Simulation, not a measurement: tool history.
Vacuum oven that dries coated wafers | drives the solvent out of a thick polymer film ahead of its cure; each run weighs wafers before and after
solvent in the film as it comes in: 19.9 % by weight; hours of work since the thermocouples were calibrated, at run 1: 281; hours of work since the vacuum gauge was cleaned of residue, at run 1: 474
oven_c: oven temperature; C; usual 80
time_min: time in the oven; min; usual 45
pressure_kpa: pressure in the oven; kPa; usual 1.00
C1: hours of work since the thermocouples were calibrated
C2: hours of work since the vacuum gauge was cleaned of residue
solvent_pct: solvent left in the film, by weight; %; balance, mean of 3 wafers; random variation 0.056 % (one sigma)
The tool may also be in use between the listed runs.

{"run": 1, "day": 0.0, "oven_c": 80, "time_min": 45, "pressure_kpa": 1.0, "C1": 281, "C2": 474, "solvent_pct": 2.95}
{"run": 2, "day": 0.558, "oven_c": 80, "time_min": 45, "pressure_kpa": 1.0, "C1": 290, "C2": 482, "solvent_pct": 3.02}
{"run": 3, "day": 1.308, "oven_c": 80, "time_min": 45, "pressure_kpa": 1.0, "C1": 301, "C2": 493, "solvent_pct": 3.06}
{"run": 4, "day": 1.746, "oven_c": 80, "time_min": 45, "pressure_kpa": 1.0, "C1": 307, "C2": 500, "solvent_pct": 3.12}
{"run": 5, "day": 2.629, "oven_c": 80, "time_min": 45, "pressure_kpa": 1.0, "C1": 320, "C2": 513, "solvent_pct": 3.05}
{"run": 6, "day": 3.496, "oven_c": 80, "time_min": 45, "pressure_kpa": 1.0, "C1": 333, "C2": 526, "solvent_pct": 3.02}
{"run": 7, "day": 4.108, "oven_c": 80, "time_min": 45, "pressure_kpa": 2.87, "C1": 342, "C2": 535, "solvent_pct": 6.7}
{"run": 8, "day": 4.85, "oven_c": 80, "time_min": 45, "pressure_kpa": 2.87, "C1": 353, "C2": 546, "solvent_pct": 6.51}
{"run": 9, "day": 5.717, "oven_c": 80, "time_min": 40, "pressure_kpa": 1.0, "C1": 366, "C2": 559, "solvent_pct": 3.38}
{"run": 10, "day": 6.221, "oven_c": 75, "time_min": 45, "pressure_kpa": 1.0, "C1": 373, "C2": 566, "solvent_pct": 4.46}
{"run": 11, "day": 6.883, "oven_c": 75, "time_min": 45, "pressure_kpa": 1.0, "C1": 383, "C2": 576, "solvent_pct": 4.33}
{"run": 12, "day": 7.492, "oven_c": 75, "time_min": 45, "pressure_kpa": 1.0, "C1": 392, "C2": 585, "solvent_pct": 4.44}
{"run": 13, "day": 8.158, "oven_c": 75, "time_min": 45, "pressure_kpa": 1.01, "C1": 402, "C2": 595, "solvent_pct": 4.46}
{"run": 14, "day": 8.812, "oven_c": 75, "time_min": 45, "pressure_kpa": 1.01, "C1": 412, "C2": 604, "solvent_pct": 4.54}
{"run": 15, "day": 9.254, "oven_c": 75, "time_min": 22, "pressure_kpa": 1.01, "C1": 418, "C2": 611, "solvent_pct": 7.76}
{"run": 16, "day": 9.875, "oven_c": 75, "time_min": 22, "pressure_kpa": 1.01, "C1": 427, "C2": 620, "solvent_pct": 7.63}
{"run": 17, "day": 10.388, "oven_c": 75, "time_min": 22, "pressure_kpa": 1.01, "C1": 435, "C2": 628, "solvent_pct": 7.67}
{"run": 18, "day": 11.196, "oven_c": 75, "time_min": 22, "pressure_kpa": 1.01, "C1": 447, "C2": 640, "solvent_pct": 7.67}
{"run": 19, "day": 11.875, "oven_c": 75, "time_min": 22, "pressure_kpa": 1.01, "C1": 457, "C2": 650, "solvent_pct": 7.7}
{"run": 20, "day": 12.508, "oven_c": 80, "time_min": 45, "pressure_kpa": 1.0, "C1": 466, "C2": 659, "solvent_pct": 3.01}
{"run": 21, "day": 13.179, "oven_c": 80, "time_min": 45, "pressure_kpa": 1.0, "C1": 476, "C2": 669, "solvent_pct": 3.11}
{"run": 22, "day": 14.142, "oven_c": 93, "time_min": 45, "pressure_kpa": 1.0, "C1": 490, "C2": 683, "solvent_pct": 1.5}
{"run": 23, "day": 14.671, "oven_c": 90, "time_min": 45, "pressure_kpa": 1.0, "C1": 498, "C2": 691, "solvent_pct": 1.72}
{"run": 24, "day": 15.462, "oven_c": 93, "time_min": 45, "pressure_kpa": 2.92, "C1": 510, "C2": 703, "solvent_pct": 3.73}
{"run": 25, "day": 16.358, "oven_c": 93, "time_min": 45, "pressure_kpa": 2.92, "C1": 523, "C2": 716, "solvent_pct": 3.73}
{"run": 26, "day": 16.754, "oven_c": 72, "time_min": 45, "pressure_kpa": 1.0, "C1": 529, "C2": 722, "solvent_pct": 5.37}
{"run": 27, "day": 17.508, "oven_c": 72, "time_min": 45, "pressure_kpa": 1.0, "C1": 540, "C2": 733, "solvent_pct": 5.52}
{"run": 28, "day": 17.95, "oven_c": 72, "time_min": 45, "pressure_kpa": 1.0, "C1": 547, "C2": 740, "solvent_pct": 5.61}
{"run": 29, "day": 18.721, "oven_c": 72, "time_min": 45, "pressure_kpa": 1.12, "C1": 558, "C2": 751, "solvent_pct": 5.96}
{"run": 30, "day": 19.279, "oven_c": 72, "time_min": 45, "pressure_kpa": 1.12, "C1": 566, "C2": 759, "solvent_pct": 6.01}
{"run": 31, "day": 20.133, "oven_c": 76, "time_min": 72, "pressure_kpa": 1.0, "C1": 579, "C2": 772, "solvent_pct": 3.3}
{"run": 32, "day": 20.654, "oven_c": 76, "time_min": 72, "pressure_kpa": 1.0, "C1": 587, "C2": 780, "solvent_pct": 3.19}
{"run": 33, "day": 21.588, "oven_c": 80, "time_min": 52, "pressure_kpa": 0.8, "C1": 600, "C2": 793, "solvent_pct": 2.63}
{"run": 34, "day": 22.367, "oven_c": 93, "time_min": 45, "pressure_kpa": 3.26, "C1": 612, "C2": 805, "solvent_pct": 4.2}
{"run": 35, "day": 23.038, "oven_c": 80, "time_min": 33, "pressure_kpa": 0.81, "C1": 622, "C2": 815, "solvent_pct": 3.88}
{"run": 36, "day": 23.5, "oven_c": 89, "time_min": 45, "pressure_kpa": 1.0, "C1": 629, "C2": 822, "solvent_pct": 1.93}
{"run": 37, "day": 24.442, "oven_c": 80, "time_min": 48, "pressure_kpa": 2.43, "C1": 643, "C2": 836, "solvent_pct": 5.94}
{"run": 38, "day": 25.071, "oven_c": 69, "time_min": 70, "pressure_kpa": 1.94, "C1": 652, "C2": 845, "solvent_pct": 8.01}
{"run": 39, "day": 25.729, "oven_c": 94, "time_min": 45, "pressure_kpa": 1.41, "C1": 662, "C2": 855, "solvent_pct": 1.9}
{"run": 40, "day": 26.317, "oven_c": 94, "time_min": 45, "pressure_kpa": 1.41, "C1": 670, "C2": 863, "solvent_pct": 1.97}
{"run": 41, "day": 27.192, "oven_c": 94, "time_min": 45, "pressure_kpa": 1.41, "C1": 683, "C2": 876, "solvent_pct": 2.0}
{"run": 42, "day": 27.967, "oven_c": 94, "time_min": 45, "pressure_kpa": 1.41, "C1": 695, "C2": 888, "solvent_pct": 2.08}
{"run": 43, "day": 28.9, "oven_c": 88, "time_min": 45, "pressure_kpa": 1.0, "C1": 709, "C2": 901, "solvent_pct": 1.95}
{"run": 44, "day": 29.642, "oven_c": 80, "time_min": 45, "pressure_kpa": 2.21, "C1": 720, "C2": 912, "solvent_pct": 5.67}
{"run": 45, "day": 30.104, "oven_c": 80, "time_min": 45, "pressure_kpa": 2.21, "C1": 726, "C2": 919, "solvent_pct": 5.72}
{"run": 46, "day": 31.054, "oven_c": 93, "time_min": 34, "pressure_kpa": 1.79, "C1": 740, "C2": 933, "solvent_pct": 2.67}

Forecast each of these 4 alternatives for the next run:
{"run": "A", "day": 31.788, "oven_c": 93, "time_min": 64, "pressure_kpa": 1.11, "C1": 751, "C2": 944, "solvent_pct": "?"}
{"run": "B", "day": 31.788, "oven_c": 67, "time_min": 77, "pressure_kpa": 1.82, "C1": 751, "C2": 944, "solvent_pct": "?"}
{"run": "C", "day": 31.788, "oven_c": 93, "time_min": 75, "pressure_kpa": 2.36, "C1": 751, "C2": 944, "solvent_pct": "?"}
{"run": "D", "day": 31.788, "oven_c": 70, "time_min": 51, "pressure_kpa": 3.12, "C1": 751, "C2": 944, "solvent_pct": "?"}

run=A solvent_pct=1.77
run=B solvent_pct=8.54
run=C solvent_pct=3.24
run=D solvent_pct=11.38
Without the tool's hidden state the same runs would have given:
run=A solvent_pct=1.36
run=B solvent_pct=7.16
run=C solvent_pct=2.77
run=D solvent_pct=10.09
